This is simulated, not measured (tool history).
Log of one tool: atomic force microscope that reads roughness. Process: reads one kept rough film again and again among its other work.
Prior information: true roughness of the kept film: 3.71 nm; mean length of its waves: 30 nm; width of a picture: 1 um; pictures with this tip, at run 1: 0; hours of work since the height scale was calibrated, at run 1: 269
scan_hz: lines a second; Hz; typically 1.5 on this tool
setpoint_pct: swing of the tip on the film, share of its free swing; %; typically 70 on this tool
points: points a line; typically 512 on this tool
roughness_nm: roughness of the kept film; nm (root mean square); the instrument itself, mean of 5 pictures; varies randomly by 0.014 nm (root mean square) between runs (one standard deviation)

run    hour  scan_hz  setpoint_pct  points  pictures with this tip  hours of work since the height scale was calibrated  roughness_nm
  1       0      1.5            70     512                       0                                                  269         3.178
  2    45.2      1.5            70     512                     114                                                  305         2.892
  3    85.4      1.5            70     512                     216                                                  336         2.675
  4   105.7      1.5            70     512                     267                                                  352         2.577
      124.9  -- new tip fitted
  5   135.4      1.5            70     512                      27                                                  374         3.105
  6   170.9     2.57            70     512                     116                                                  402         2.789
  7   200.5     2.57            70     512                     191                                                  425          2.62
  8   236.2     1.89            70     512                     281                                                  453          2.54
      250.6  -- new tip fitted
  9   276.8     1.89            70     512                      66                                                  484         2.969
 10   311.6     1.89            70     512                     154                                                  511         2.778
 11   356.8     1.89            70     512                     268                                                  546         2.542
        375  -- new tip fitted
 12   392.8     1.89            70     512                      44                                                  574         3.025
 13   416.5     1.89            70     512                     104                                                  592         2.861
 14   446.8     1.89            70     512                     181                                                  616         2.694
 15   479.3     1.89            70     512                     263                                                  641         2.548
      500.3  -- new tip fitted
 16     510      1.5            70     512                      24                                                  664         3.065
 17   546.8      1.5            70     512                     118                                                  693         2.858
 18   578.1      1.5            70     512                     197                                                  717         2.667
        583  -- height scale calibrated on a step standard
 19   600.2      1.5            70     512                     250                                                   13         2.594
 20   622.1      1.5            77     512                     305                                                   30         2.395
      626.7  -- new tip fitted
 21   657.6     1.01            77     272                      78                                                   58         2.903
 22   686.5     1.01            77     272                     151                                                   80         2.728
 23   731.3     2.84            69     763                     264                                                  115         2.449
      751.4  -- new tip fitted
 24     765     2.84            69     763                      35                                                  141         2.921
 25   784.7      1.5            65     264                      84                                                  156         2.928
        802  -- height scale calibrated on a step standard, once more
 26   825.4     0.93            60     377                     185                                                   18         2.889
 27   866.7     1.61            88     512                     289                                                   50          2.36
      876.7  -- new tip fitted
 28   904.3     1.61            88     512                      70                                                   79         2.778
 29   927.1     1.18            70     694                     128                                                   97         2.971
 30     954     1.74            64     371                     196                                                  118         2.791
 31   986.6     1.74            64     371                     278                                                  143         2.629
     1000.5  -- new tip fitted
 32  1016.1     1.74            64     371                      39                                                  166         3.116
 33    1045     1.74            64     371                     112                                                  188         2.936
 34  1074.7     1.74            64     371                     187                                                  211         2.747
 35    1115     2.06            87     932                     289                                                  242          2.29
     1125.2  -- new tip fitted
 36    1147     2.73            88     384                      55                                                  267          2.54
 37  1179.1      1.8            82     326                     136                                                  292         2.649

Predict each of these 4 candidate next runs independently; none follows another, all start after run 37:
  A  1200.8      1.5            78     512                     191                                                  309             ?
  B  1200.8     0.73            69     293                     191                                                  309             ?
  C  1200.8     3.08            84     304                     191                                                  309             ?
  D  1200.8     1.19            70     512                     191                                                  309             ?

run  roughness_nm
  A         2.672
  B         2.822
  C          2.32
  D         2.804
Had the tool no hidden state, the same runs would have come out as:
run  roughness_nm
  A         3.129
  B         3.305
  C         2.717
  D         3.284
